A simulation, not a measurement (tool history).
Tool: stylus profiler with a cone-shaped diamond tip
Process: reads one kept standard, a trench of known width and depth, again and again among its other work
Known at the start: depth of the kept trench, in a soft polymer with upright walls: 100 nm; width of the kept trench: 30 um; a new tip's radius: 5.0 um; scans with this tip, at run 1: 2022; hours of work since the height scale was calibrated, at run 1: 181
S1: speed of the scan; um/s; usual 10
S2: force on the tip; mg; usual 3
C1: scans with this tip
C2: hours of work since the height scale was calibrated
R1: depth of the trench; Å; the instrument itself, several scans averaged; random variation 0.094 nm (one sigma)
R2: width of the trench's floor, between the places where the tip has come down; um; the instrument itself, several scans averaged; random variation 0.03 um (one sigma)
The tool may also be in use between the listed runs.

Run 1, hour 0: usual settings; C1 2022; C2 181. Result: R1 1020.2 Å, R2 27.76 um.
Run 2, hour 12.7: usual settings but S1 3 um/s; C1 2079; C2 186. Result: R1 1019 Å, R2 27.79 um.
Run 3, hour 27: usual settings but S1 3 um/s; C1 2143; C2 191. Result: R1 1018.8 Å, R2 27.75 um.
Run 4, hour 49.1: usual settings but S1 3 um/s; C1 2243; C2 200. Result: R1 1017.5 Å, R2 27.76 um.
Run 5, hour 68.3: usual settings but S1 3 um/s; C1 2329; C2 208. Result: R1 1017.7 Å, R2 27.74 um.
Run 6, hour 91.6: usual settings but S1 3 um/s; C1 2434; C2 217. Result: R1 1019.5 Å, R2 27.73 um.
Run 7, hour 117.1: usual settings but S1 3 um/s; C1 2548; C2 228. Result: R1 1019.7 Å, R2 27.75 um.
Run 8, hour 145.4: usual settings but S1 3 um/s; C1 2676; C2 239. Result: R1 1017.5 Å, R2 27.76 um.
Run 9, hour 156.9: usual settings but S1 34 um/s; C1 2727; C2 244. Result: R1 1018.8 Å, R2 27.67 um.
Run 10, hour 174.9: usual settings but S1 34 um/s; C1 2808; C2 251. Result: R1 1018.5 Å, R2 27.58 um.
Run 11, hour 196: usual settings but S1 12 um/s; C1 2903; C2 259. Result: R1 1019.2 Å, R2 27.69 um.
Run 12, hour 221.6: usual settings but S1 28 um/s; C1 3018; C2 270. Result: R1 1019.9 Å, R2 27.56 um.
Run 13, hour 242.1: usual settings but S1 28 um/s; C1 3110; C2 278. Result: R1 1019.9 Å, R2 27.62 um.
Run 14, hour 253.7: usual settings but S1 24 um/s; C1 3162; C2 282. Result: R1 1017.3 Å, R2 27.63 um.
At hour 255.9: height scale calibrated on a step standard.
Run 15, hour 276.7: usual settings but S1 24 um/s; C1 3264; C2 8. Result: R1 1020.8 Å, R2 27.62 um.
Run 16, hour 301: usual settings but S1 24 um/s; C1 3373; C2 18. Result: R1 1020.8 Å, R2 27.57 um.
At hour 307.8: height scale calibrated on a step standard, once more.
Run 17, hour 314.2: usual settings but S1 24 um/s; C1 3430; C2 3. Result: R1 1017.7 Å, R2 27.63 um.
Run 18, hour 331.1: usual settings but S1 24 um/s; C1 3506; C2 9. Result: R1 1015.8 Å, R2 27.62 um.
Run 19, hour 342.5: usual settings; C1 3557; C2 14. Result: R1 1017.1 Å, R2 27.66 um.
Run 20, hour 367.8: usual settings; C1 3671; C2 24. Result: R1 1018.3 Å, R2 27.61 um.
Run 21, hour 387.5: usual settings; C1 3759; C2 32. Result: R1 1015.8 Å, R2 27.58 um.
Run 22, hour 404.1: usual settings; C1 3834; C2 39. Result: R1 1016.8 Å, R2 27.64 um.
Run 23, hour 420: usual settings; C1 3905; C2 45. Result: R1 1017.8 Å, R2 27.59 um.
Run 24, hour 437.6: usual settings but S1 4 um/s; C1 3984; C2 52. Result: R1 1017.5 Å, R2 27.59 um.
Run 25, hour 450.5: usual settings but S1 22 um/s, S2 1.52 mg; C1 4042; C2 57. Result: R1 1010 Å, R2 27.53 um.
Run 26, hour 463.2: usual settings but S1 9 um/s, S2 3.7 mg; C1 4099; C2 62. Result: R1 1019.7 Å, R2 27.6 um.
Run 27, hour 484.5: usual settings but S1 11 um/s, S2 1.37 mg; C1 4195; C2 71. Result: R1 1011.5 Å, R2 27.52 um.
Run 28, hour 507.5: usual settings but S1 26 um/s, S2 1 mg; C1 4299; C2 80. Result: R1 1008.7 Å, R2 27.42 um.
Run 29, hour 532.9: usual settings but S1 26 um/s, S2 1 mg; C1 4413; C2 90. Result: R1 1006.5 Å, R2 27.41 um.
Run 30, hour 546.9: usual settings but S1 3 um/s, S2 5.49 mg; C1 4475; C2 96. Result: R1 1025.6 Å, R2 27.57 um.
Run 31, hour 564.4: usual settings but S1 3 um/s, S2 5.49 mg; C1 4554; C2 103. Result: R1 1024.4 Å, R2 27.59 um.
Run 32, hour 592.4: usual settings but S1 6 um/s, S2 5.51 mg; C1 4680; C2 114. Result: R1 1024.7 Å, R2 27.54 um.
Run 33, hour 618: usual settings but S1 6 um/s, S2 5.51 mg; C1 4795; C2 125. Result: R1 1024.7 Å, R2 27.5 um.
Run 34, hour 631.9: usual settings but S1 6 um/s, S2 5.51 mg; C1 4858; C2 130. Result: R1 1026.4 Å, R2 27.59 um.
Run 35, hour 644.2: usual settings but S1 21 um/s, S2 1.68 mg; C1 4913; C2 135. Result: R1 1012.6 Å, R2 27.45 um.
Run 36, hour 657.9: usual settings but S1 27 um/s; C1 4975; C2 141. Result: R1 1016.6 Å, R2 27.45 um.
Run 37, hour 686.4: usual settings but S2 2.02 mg; C1 5103; C2 152. Result: R1 1012.3 Å, R2 27.49 um.
Run 38, hour 707.7: usual settings but S1 5 um/s, S2 7.52 mg; C1 5199; C2 161. Result: R1 1031.6 Å, R2 27.47 um.
Run 39, hour 730: usual settings but S1 5 um/s, S2 7.52 mg; C1 5299; C2 170. Result: R1 1030.5 Å, R2 27.48 um.
Run 40, hour 750.8: usual settings but S2 2.23 mg; C1 5392; C2 178. Result: R1 1016.7 Å, R2 27.51 um.
Run 41, hour 772.2: usual settings but S1 6 um/s, S2 5.84 mg; C1 5488; C2 186. Result: R1 1027.4 Å, R2 27.5 um.

4 ways to go on from here, each from the tool as it stands after run 41. What would each give?
Run A, hour 789.6: usual settings but S1 4 um/s, S2 2.32 mg; C1 5567; C2 193. Result: R1 ?, R2 ?.
Run B, hour 789.6: usual settings but S2 5.84 mg; C1 5567; C2 193. Result: R1 ?, R2 ?.
Run C, hour 789.6: usual settings but S1 3 um/s, S2 5.84 mg; C1 5567; C2 193. Result: R1 ?, R2 ?.
Run D, hour 789.6: usual settings but S1 2 um/s, S2 5.84 mg; C1 5567; C2 193. Result: R1 ?, R2 ?.

run      R1     R2
  A    1015  27.47
  B  1027.7  27.42
  C  1026.1  27.52
  D    1027  27.49
Without the tool's hidden state the same runs would have given:
run      R1     R2
  A  1014.4  27.98
  B  1027.1  27.93
  C  1025.5  28.03
  D  1026.4     28
